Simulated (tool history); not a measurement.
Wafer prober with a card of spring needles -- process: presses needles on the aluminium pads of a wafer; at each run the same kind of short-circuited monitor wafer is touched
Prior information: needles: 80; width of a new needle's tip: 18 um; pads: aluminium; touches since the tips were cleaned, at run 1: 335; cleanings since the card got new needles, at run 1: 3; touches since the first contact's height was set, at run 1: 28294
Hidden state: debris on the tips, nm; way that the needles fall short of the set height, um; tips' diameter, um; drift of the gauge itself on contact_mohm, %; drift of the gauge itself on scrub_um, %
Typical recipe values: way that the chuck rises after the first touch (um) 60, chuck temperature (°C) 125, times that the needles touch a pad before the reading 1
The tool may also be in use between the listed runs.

run	hour	way that the chuck rises after the first touch (um)	chuck temperature (°C)	times that the needles touch a pad before the reading	touches since the tips were cleaned	cleanings since the card got new needles	touches since the first contact's height was set	resistance of one needle with its contact and lead (mohm)	way that a needle slides on the pad (um)
1	0	60	125	1	335	3	28294	173	11.38
# hour 29.8: tips cleaned on abrasive film
# hour 58.2: tips cleaned on abrasive film
2	58.4	65	125	1	64	5	45793	170	12.29
# hour 85.1: tips cleaned on abrasive film
3	95.5	65	125	1	3121	6	56903	173	12.31
# hour 114.1: tips cleaned on abrasive film
# hour 145.8: tips cleaned on abrasive film
# hour 172.5: tips cleaned on abrasive film
4	172.5	55	125	1	0	9	79941	173	10.38
# hour 200.2: tips cleaned on abrasive film
5	217.6	55	125	1	5240	10	93484	172	10.31
# hour 230.4: tips cleaned on abrasive film
# hour 256.7: tips cleaned on abrasive film
# hour 284.2: tips cleaned on abrasive film
# hour 289.2: height of the first contact set anew
6	300.9	60	125	1	4941	13	3515	173	11.3
# hour 312.2: tips cleaned on abrasive film
# hour 340.7: tips cleaned on abrasive film
# hour 369.4: tips cleaned on abrasive film
7	380	60	125	1	3205	16	27201	173	11.33
# hour 395.8: tips cleaned on abrasive film
# hour 421.4: tips cleaned on abrasive film
8	445	60	63	1	7100	18	46672	165	11.29
# hour 449.5: tips cleaned on abrasive film
# hour 478.4: tips cleaned on abrasive film
# hour 506.9: tips cleaned on abrasive film
9	509.7	60	125	1	840	21	66004	171	11.28
# hour 537.1: tips cleaned on abrasive film
10	560.9	60	125	1	7145	22	81368	172	11.24
# hour 567.3: tips cleaned on abrasive film
# hour 594.2: tips cleaned on abrasive film
11	613.1	60	125	1	5676	24	96988	170	11.25
# hour 623.6: tips cleaned on abrasive film
# hour 649.1: tips cleaned on abrasive film
# hour 670.1: height of the first contact set anew
12	671.7	60	125	1	6709	26	474	177	11.27
# hour 675.4: tips cleaned on abrasive film
# hour 701.2: tips cleaned on abrasive film
# hour 728.8: tips cleaned on abrasive film
13	741.8	60	125	2	3908	29	21443	172	11.26
# hour 756.1: tips cleaned on abrasive film
# hour 785.3: tips cleaned on abrasive film
14	810.5	60	125	2	7582	31	42026	170	11.22

Estimate the outcome of run 15 from the log above:
# hour 814.8: tips cleaned on abrasive film
# hour 841.6: tips cleaned on abrasive film
# hour 870: tips cleaned on abrasive film
15	888.3	60	125	2	5500	34	65306	?	?

{"run 15": {"resistance of one needle with its contact and lead (mohm)": 171, "way that a needle slides on the pad (um)": 11.17}}
On a tool with no hidden condition, and with the same random variation, this run would have come out at resistance of one needle with its contact and lead (mohm) 171, way that a needle slides on the pad (um) 11.3.

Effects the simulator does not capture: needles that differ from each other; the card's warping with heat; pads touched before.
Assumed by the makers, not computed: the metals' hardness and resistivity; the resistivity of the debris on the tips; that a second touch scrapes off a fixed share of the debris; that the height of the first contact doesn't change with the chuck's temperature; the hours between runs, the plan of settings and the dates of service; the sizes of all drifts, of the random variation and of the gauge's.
